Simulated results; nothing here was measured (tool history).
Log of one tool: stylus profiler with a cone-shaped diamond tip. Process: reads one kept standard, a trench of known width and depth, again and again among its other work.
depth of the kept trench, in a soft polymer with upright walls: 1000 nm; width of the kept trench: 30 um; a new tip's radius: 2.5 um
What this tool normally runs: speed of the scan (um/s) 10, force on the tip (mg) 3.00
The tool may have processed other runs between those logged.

| run | hour | speed of the scan (um/s) | force on the tip (mg) | depth of the trench (angstrom) | width of the trench's floor (um) |
|---|---|---|---|---|---|
| 1 | 0.0 | 10 | 3.00 | 10094.0 | 25.04 |
| 2 | 72.2 | 10 | 3.00 | 10094.2 | 24.89 |
| 3 | 132.6 | 10 | 8.58 | 10173.0 | 24.87 |
| 4 | 182.2 | 15 | 8.58 | 10173.8 | 24.91 |
| 5 | 221.1 | 10 | 4.49 | 10118.2 | 24.91 |
| 6 | 286.6 | 10 | 2.48 | 10088.5 | 24.86 |
| 7 | 354.9 | 10 | 2.48 | 10088.6 | 24.79 |
| 8 | 434.0 | 10 | 3.12 | 10099.9 | 24.80 |
| 9 | 499.0 | 10 | 3.00 | 10098.8 | 24.75 |
| 10 | 543.8 | 10 | 3.00 | 10099.3 | 24.77 |
| 11 | 587.9 | 10 | 2.00 | 10081.9 | 24.79 |
| 12 | 638.2 | 10 | 3.02 | 10102.1 | 24.70 |
| 13 | 707.3 | 10 | 3.00 | 10101.4 | 24.66 |
| 14 | 772.8 | 10 | 3.00 | 10101.1 | 24.63 |
| 15 | 814.5 | 10 | 3.00 | 10101.5 | 24.64 |
| 16 | 863.6 | 10 | 3.00 | 10103.2 | 24.58 |
| 17 | 898.0 | 10 | 3.00 | 10102.4 | 24.61 |
| 18 | 967.4 | 10 | 3.00 | 10103.0 | 24.60 |
|  | 1035.9 | height scale calibrated on a step standard |
| 19 | 1035.9 | 10 | 2.19 | 10065.2 | 24.50 |
| 20 | 1114.3 | 10 | 2.19 | 10068.8 | 24.52 |
| 21 | 1196.0 | 10 | 2.19 | 10067.3 | 24.46 |
| 22 | 1273.4 | 16 | 3.00 | 10081.2 | 24.45 |
| 23 | 1310.5 | 22 | 3.00 | 10082.0 | 24.34 |
| 24 | 1371.5 | 10 | 3.00 | 10083.5 | 24.41 |
| 25 | 1415.7 | 3 | 2.87 | 10081.2 | 24.46 |
| 26 | 1495.5 | 3 | 2.87 | 10082.8 | 24.41 |
| 27 | 1576.4 | 21 | 3.65 | 10094.6 | 24.34 |
| 28 | 1645.2 | 14 | 1.71 | 10060.9 | 24.28 |
| 29 | 1722.2 | 3 | 8.89 | 10167.4 | 24.31 |
| 30 | 1765.5 | 3 | 8.89 | 10163.4 | 24.32 |
| 31 | 1803.8 | 3 | 8.89 | 10164.6 | 24.27 |
| 32 | 1870.4 | 19 | 2.90 | 10084.1 | 24.14 |
| 33 | 1912.5 | 3 | 6.31 | 10135.0 | 24.22 |
| 34 | 1968.1 | 3 | 6.31 | 10136.1 | 24.18 |
| 35 | 2012.0 | 26 | 7.23 | 10146.7 | 24.05 |
| 36 | 2049.7 | 26 | 7.23 | 10148.1 | 24.11 |
| 37 | 2084.5 | 24 | 3.12 | 10091.2 | 24.07 |
| 38 | 2148.3 | 16 | 1.84 | 10070.0 | 24.07 |
| 39 | 2203.0 | 16 | 1.84 | 10072.0 | 24.03 |
| 40 | 2266.9 | 16 | 1.84 | 10069.4 | 24.02 |
| 41 | 2342.8 | 5 | 1.06 | 10053.0 | 24.06 |
| 42 | 2390.8 | 2 | 3.43 | 10097.6 | 24.03 |
| 43 | 2449.4 | 35 | 2.06 | 10076.4 | 23.90 |
| 44 | 2528.4 | 10 | 4.61 | 10117.6 | 23.99 |
| 45 | 2607.1 | 3 | 4.61 | 10118.3 | 23.97 |
| 46 | 2661.7 | 3 | 4.61 | 10115.7 | 23.90 |
| 47 | 2727.1 | 5 | 3.09 | 10093.4 | 23.95 |

Some steps in depth of the trench (angstrom) between neighbouring runs. How much of each would the tool show without its hidden state too (settings, what came in, random variation), and how much is left for the hidden state, with any gauge scatter that isn't in both results?
Hidden conditions of the tool in this case: radius of the tip, um; height scale over the true one, %; drift of the gauge itself on depth_nm, %; drift of the gauge itself on floor_um, %.
Run 1 -> 2: no setting touched and nothing written in the log between the runs. depth of the trench (angstrom) +0.2: hidden state +0.7, all else -0.5.
Run 2 -> 3: force on the tip (mg) 3.00 -> 8.58. depth of the trench (angstrom) +78.8: hidden state +0.7, all else +78.1.
Run 18 -> 19: force on the tip (mg) 3.00 -> 2.19, height scale calibrated on a step standard. depth of the trench (angstrom) -37.8: hidden state -22.7, all else -15.1.
Run 28 -> 29: speed of the scan (um/s) 14 -> 3, force on the tip (mg) 1.71 -> 8.89. depth of the trench (angstrom) +106.5: hidden state +0.7, all else +105.8.
Run 31 -> 32: speed of the scan (um/s) 3 -> 19, force on the tip (mg) 8.89 -> 2.90. depth of the trench (angstrom) -80.5: hidden state +0.4, all else -80.9.
Run 43 -> 44: speed of the scan (um/s) 35 -> 10, force on the tip (mg) 2.06 -> 4.61. depth of the trench (angstrom) +41.2: hidden state +0.8, all else +40.4.
